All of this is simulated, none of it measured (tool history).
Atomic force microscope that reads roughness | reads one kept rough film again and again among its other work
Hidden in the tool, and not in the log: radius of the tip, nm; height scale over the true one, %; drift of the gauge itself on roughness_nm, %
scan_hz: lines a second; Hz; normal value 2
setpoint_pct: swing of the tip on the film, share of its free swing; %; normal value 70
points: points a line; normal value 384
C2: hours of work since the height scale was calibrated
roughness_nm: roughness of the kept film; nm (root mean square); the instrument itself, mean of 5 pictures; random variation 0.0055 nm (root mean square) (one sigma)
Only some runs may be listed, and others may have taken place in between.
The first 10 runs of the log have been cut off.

run 11 hour=437.8 | scan_hz=2 setpoint_pct=70 points=384 | pictures_with_this_tip=205 C2=352 | roughness_nm=0.827
-- hour=452.2 new tip fitted
run 12 hour=481.9 | scan_hz=2 setpoint_pct=70 points=384 | pictures_with_this_tip=46 C2=375 | roughness_nm=0.913
run 13 hour=530.5 | scan_hz=2 setpoint_pct=70 points=620 | pictures_with_this_tip=121 C2=401 | roughness_nm=0.869
run 14 hour=585.5 | scan_hz=2 setpoint_pct=70 points=620 | pictures_with_this_tip=206 C2=430 | roughness_nm=0.821
-- hour=602.1 new tip fitted
run 15 hour=626.6 | scan_hz=2 setpoint_pct=70 points=620 | pictures_with_this_tip=37 C2=451 | roughness_nm=0.917
run 16 hour=674.5 | scan_hz=2.73 setpoint_pct=70 points=384 | pictures_with_this_tip=111 C2=476 | roughness_nm=0.832
run 17 hour=711 | scan_hz=2 setpoint_pct=84 points=384 | pictures_with_this_tip=167 C2=496 | roughness_nm=0.74
-- hour=715.4 height scale calibrated on a step standard
-- hour=752.6 new tip fitted
run 18 hour=762.7 | scan_hz=2 setpoint_pct=84 points=384 | pictures_with_this_tip=16 C2=25 | roughness_nm=0.84
run 19 hour=796.4 | scan_hz=1.14 setpoint_pct=63 points=384 | pictures_with_this_tip=68 C2=43 | roughness_nm=0.978
run 20 hour=842.9 | scan_hz=3.85 setpoint_pct=67 points=758 | pictures_with_this_tip=139 C2=67 | roughness_nm=0.818
run 21 hour=886.4 | scan_hz=2 setpoint_pct=56 points=603 | pictures_with_this_tip=206 C2=90 | roughness_nm=0.884
-- hour=902.8 new tip fitted
run 22 hour=931.4 | scan_hz=0.71 setpoint_pct=78 points=752 | pictures_with_this_tip=44 C2=114 | roughness_nm=0.968
run 23 hour=981.3 | scan_hz=3.02 setpoint_pct=74 points=384 | pictures_with_this_tip=121 C2=140 | roughness_nm=0.785
-- hour=996.4 height scale calibrated on a step standard, once more
run 24 hour=1010.5 | scan_hz=2 setpoint_pct=70 points=327 | pictures_with_this_tip=164 C2=7 | roughness_nm=0.842
-- hour=1051.8 new tip fitted
run 25 hour=1061.1 | scan_hz=2.91 setpoint_pct=83 points=691 | pictures_with_this_tip=14 C2=34 | roughness_nm=0.773
run 26 hour=1098.4 | scan_hz=2.91 setpoint_pct=83 points=691 | pictures_with_this_tip=72 C2=54 | roughness_nm=0.749
run 27 hour=1149.6 | scan_hz=0.94 setpoint_pct=83 points=1020 | pictures_with_this_tip=151 C2=81 | roughness_nm=0.854
run 28 hour=1184.1 | scan_hz=2.15 setpoint_pct=83 points=1020 | pictures_with_this_tip=204 C2=99 | roughness_nm=0.724
-- hour=1199.6 new tip fitted
run 29 hour=1234.3 | scan_hz=1.71 setpoint_pct=73 points=1020 | pictures_with_this_tip=53 C2=125 | roughness_nm=0.928
run 30 hour=1282.9 | scan_hz=1.71 setpoint_pct=73 points=1020 | pictures_with_this_tip=128 C2=151 | roughness_nm=0.876
run 31 hour=1323.7 | scan_hz=2 setpoint_pct=62 points=523 | pictures_with_this_tip=191 C2=172 | roughness_nm=0.875
-- hour=1349.1 new tip fitted
run 32 hour=1383.3 | scan_hz=0.9 setpoint_pct=80 points=384 | pictures_with_this_tip=53 C2=204 | roughness_nm=0.933
run 33 hour=1441.9 | scan_hz=0.52 setpoint_pct=90 points=557 | pictures_with_this_tip=143 C2=235 | roughness_nm=0.89

Below are 3 alternative next runs, each starting from the tool's condition after run 33. Predict each:
run A hour=1475.8 | scan_hz=1.18 setpoint_pct=79 points=728 | pictures_with_this_tip=195 C2=253 | roughness_nm=?
run B hour=1475.8 | scan_hz=2 setpoint_pct=70 points=257 | pictures_with_this_tip=195 C2=253 | roughness_nm=?
run C hour=1475.8 | scan_hz=0.52 setpoint_pct=90 points=646 | pictures_with_this_tip=195 C2=253 | roughness_nm=?

run=A roughness_nm=0.837
run=B roughness_nm=0.802
run=C roughness_nm=0.849
The same runs, with their run-to-run variation unchanged, on a tool lacking any hidden condition would have given:
run=A roughness_nm=0.971
run=B roughness_nm=0.931
run=C roughness_nm=0.986
